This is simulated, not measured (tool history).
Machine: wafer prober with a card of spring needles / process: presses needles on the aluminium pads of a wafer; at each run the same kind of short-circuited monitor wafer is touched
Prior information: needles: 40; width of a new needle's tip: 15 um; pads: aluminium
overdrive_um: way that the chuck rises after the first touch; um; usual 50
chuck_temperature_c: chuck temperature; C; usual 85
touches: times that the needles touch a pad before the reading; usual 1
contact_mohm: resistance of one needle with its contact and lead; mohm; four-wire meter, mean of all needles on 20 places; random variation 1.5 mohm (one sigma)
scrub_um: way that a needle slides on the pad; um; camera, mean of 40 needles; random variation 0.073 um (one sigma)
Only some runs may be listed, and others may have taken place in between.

run 1 hour=0.0 | overdrive_um=50 chuck_temperature_c=85 touches=1 | contact_mohm=136 scrub_um=10.40
-- hour=1.9 tips cleaned on abrasive film
-- hour=10.3 tips cleaned on abrasive film
run 2 hour=14.3 | overdrive_um=34 chuck_temperature_c=85 touches=1 | contact_mohm=142 scrub_um=6.90
-- hour=18.0 tips cleaned on abrasive film
-- hour=26.9 tips cleaned on abrasive film
run 3 hour=27.1 | overdrive_um=34 chuck_temperature_c=85 touches=1 | contact_mohm=144 scrub_um=7.06
-- hour=34.8 tips cleaned on abrasive film
-- hour=42.6 tips cleaned on abrasive film
-- hour=50.2 tips cleaned on abrasive film
run 4 hour=50.2 | overdrive_um=56 chuck_temperature_c=85 touches=1 | contact_mohm=133 scrub_um=11.67
-- hour=58.3 tips cleaned on abrasive film
-- hour=66.5 tips cleaned on abrasive film
run 5 hour=72.2 | overdrive_um=50 chuck_temperature_c=26 touches=1 | contact_mohm=124 scrub_um=10.29
-- hour=75.2 tips cleaned on abrasive film
-- hour=83.2 tips cleaned on abrasive film
-- hour=91.3 tips cleaned on abrasive film
run 6 hour=92.1 | overdrive_um=50 chuck_temperature_c=85 touches=1 | contact_mohm=134 scrub_um=10.34
-- hour=99.3 tips cleaned on abrasive film
-- hour=108.1 tips cleaned on abrasive film
run 7 hour=111.2 | overdrive_um=50 chuck_temperature_c=39 touches=1 | contact_mohm=127 scrub_um=10.42
-- hour=116.6 tips cleaned on abrasive film
-- hour=118.7 height of the first contact set anew
-- hour=124.5 tips cleaned on abrasive film
run 8 hour=124.5 | overdrive_um=36 chuck_temperature_c=39 touches=1 | contact_mohm=134 scrub_um=7.36
-- hour=133.3 tips cleaned on abrasive film
-- hour=142.3 tips cleaned on abrasive film
run 9 hour=142.3 | overdrive_um=50 chuck_temperature_c=85 touches=1 | contact_mohm=136 scrub_um=10.25
-- hour=150.4 tips cleaned on abrasive film
-- hour=158.5 tips cleaned on abrasive film
run 10 hour=161.2 | overdrive_um=50 chuck_temperature_c=85 touches=1 | contact_mohm=135 scrub_um=10.47
-- hour=166.9 tips cleaned on abrasive film
run 11 hour=171.0 | overdrive_um=50 chuck_temperature_c=85 touches=1 | contact_mohm=135 scrub_um=10.27
-- hour=174.5 tips cleaned on abrasive film
-- hour=183.1 tips cleaned on abrasive film
-- hour=191.5 tips cleaned on abrasive film
run 12 hour=191.5 | overdrive_um=50 chuck_temperature_c=85 touches=1 | contact_mohm=138 scrub_um=10.31
-- hour=200.1 tips cleaned on abrasive film
-- hour=207.9 tips cleaned on abrasive film
run 13 hour=207.9 | overdrive_um=50 chuck_temperature_c=85 touches=1 | contact_mohm=133 scrub_um=10.33
-- hour=215.8 tips cleaned on abrasive film
-- hour=223.9 tips cleaned on abrasive film
run 14 hour=226.3 | overdrive_um=50 chuck_temperature_c=85 touches=2 | contact_mohm=134 scrub_um=10.28
-- hour=232.1 tips cleaned on abrasive film
-- hour=240.5 tips cleaned on abrasive film
run 15 hour=240.5 | overdrive_um=50 chuck_temperature_c=85 touches=2 | contact_mohm=134 scrub_um=10.23
-- hour=249.3 tips cleaned on abrasive film
run 16 hour=255.3 | overdrive_um=50 chuck_temperature_c=85 touches=2 | contact_mohm=133 scrub_um=10.42
-- hour=257.1 tips cleaned on abrasive film
-- hour=265.3 tips cleaned on abrasive film
-- hour=273.6 tips cleaned on abrasive film
run 17 hour=277.7 | overdrive_um=32 chuck_temperature_c=29 touches=3 | contact_mohm=133 scrub_um=6.63
-- hour=281.2 tips cleaned on abrasive film
-- hour=289.7 tips cleaned on abrasive film
run 18 hour=290.7 | overdrive_um=50 chuck_temperature_c=73 touches=1 | contact_mohm=132 scrub_um=10.29
-- hour=297.8 tips cleaned on abrasive film
run 19 hour=300.8 | overdrive_um=31 chuck_temperature_c=70 touches=3 | contact_mohm=140 scrub_um=6.39
-- hour=305.6 tips cleaned on abrasive film
run 20 hour=310.5 | overdrive_um=37 chuck_temperature_c=85 touches=3 | contact_mohm=138 scrub_um=7.62
-- hour=313.5 tips cleaned on abrasive film
-- hour=322.6 tips cleaned on abrasive film
run 21 hour=325.6 | overdrive_um=37 chuck_temperature_c=85 touches=3 | contact_mohm=143 scrub_um=7.51
-- hour=331.2 tips cleaned on abrasive film
-- hour=339.9 tips cleaned on abrasive film
run 22 hour=341.8 | overdrive_um=65 chuck_temperature_c=80 touches=1 | contact_mohm=133 scrub_um=13.42
-- hour=348.7 tips cleaned on abrasive film
-- hour=356.8 tips cleaned on abrasive film
run 23 hour=356.8 | overdrive_um=65 chuck_temperature_c=80 touches=1 | contact_mohm=133 scrub_um=13.30
-- hour=364.2 tips cleaned on abrasive film
run 24 hour=369.7 | overdrive_um=65 chuck_temperature_c=80 touches=1 | contact_mohm=133 scrub_um=13.51
-- hour=372.3 tips cleaned on abrasive film
-- hour=380.6 tips cleaned on abrasive film
-- hour=388.1 tips cleaned on abrasive film
run 25 hour=390.9 | overdrive_um=33 chuck_temperature_c=57 touches=1 | contact_mohm=139 scrub_um=6.75
-- hour=396.4 tips cleaned on abrasive film
-- hour=404.1 tips cleaned on abrasive film
-- hour=412.9 tips cleaned on abrasive film
run 26 hour=413.0 | overdrive_um=70 chuck_temperature_c=57 touches=2 | contact_mohm=126 scrub_um=14.40
-- hour=420.4 tips cleaned on abrasive film
-- hour=428.0 tips cleaned on abrasive film
run 27 hour=429.8 | overdrive_um=70 chuck_temperature_c=57 touches=2 | contact_mohm=127 scrub_um=14.49
-- hour=436.3 tips cleaned on abrasive film
-- hour=443.9 tips cleaned on abrasive film
-- hour=452.0 tips cleaned on abrasive film
run 28 hour=452.1 | overdrive_um=31 chuck_temperature_c=85 touches=1 | contact_mohm=146 scrub_um=6.45
-- hour=460.4 tips cleaned on abrasive film
-- hour=469.2 tips cleaned on abrasive film
run 29 hour=473.5 | overdrive_um=31 chuck_temperature_c=55 touches=1 | contact_mohm=136 scrub_um=6.24
-- hour=477.1 tips cleaned on abrasive film
-- hour=484.5 tips cleaned on abrasive film
run 30 hour=484.9 | overdrive_um=50 chuck_temperature_c=85 touches=2 | contact_mohm=130 scrub_um=10.34
-- hour=492.4 tips cleaned on abrasive film
run 31 hour=497.4 | overdrive_um=69 chuck_temperature_c=38 touches=1 | contact_mohm=124 scrub_um=14.30

3 ways to go on from here, each from the tool as it stands after run 31. What would each give?
-- hour=501.1 tips cleaned on abrasive film
run A hour=508.2 | overdrive_um=31 chuck_temperature_c=39 touches=2 | contact_mohm=? scrub_um=?
-- hour=501.1 tips cleaned on abrasive film
run B hour=508.2 | overdrive_um=54 chuck_temperature_c=38 touches=2 | contact_mohm=? scrub_um=?
-- hour=501.1 tips cleaned on abrasive film
run C hour=508.2 | overdrive_um=59 chuck_temperature_c=28 touches=2 | contact_mohm=? scrub_um=?

run=A contact_mohm=136 scrub_um=6.42
run=B contact_mohm=127 scrub_um=11.16
run=C contact_mohm=123 scrub_um=12.12
Without the tool's hidden state the same runs would have given:
run=A contact_mohm=136 scrub_um=6.43
run=B contact_mohm=126 scrub_um=11.17
run=C contact_mohm=123 scrub_um=12.13

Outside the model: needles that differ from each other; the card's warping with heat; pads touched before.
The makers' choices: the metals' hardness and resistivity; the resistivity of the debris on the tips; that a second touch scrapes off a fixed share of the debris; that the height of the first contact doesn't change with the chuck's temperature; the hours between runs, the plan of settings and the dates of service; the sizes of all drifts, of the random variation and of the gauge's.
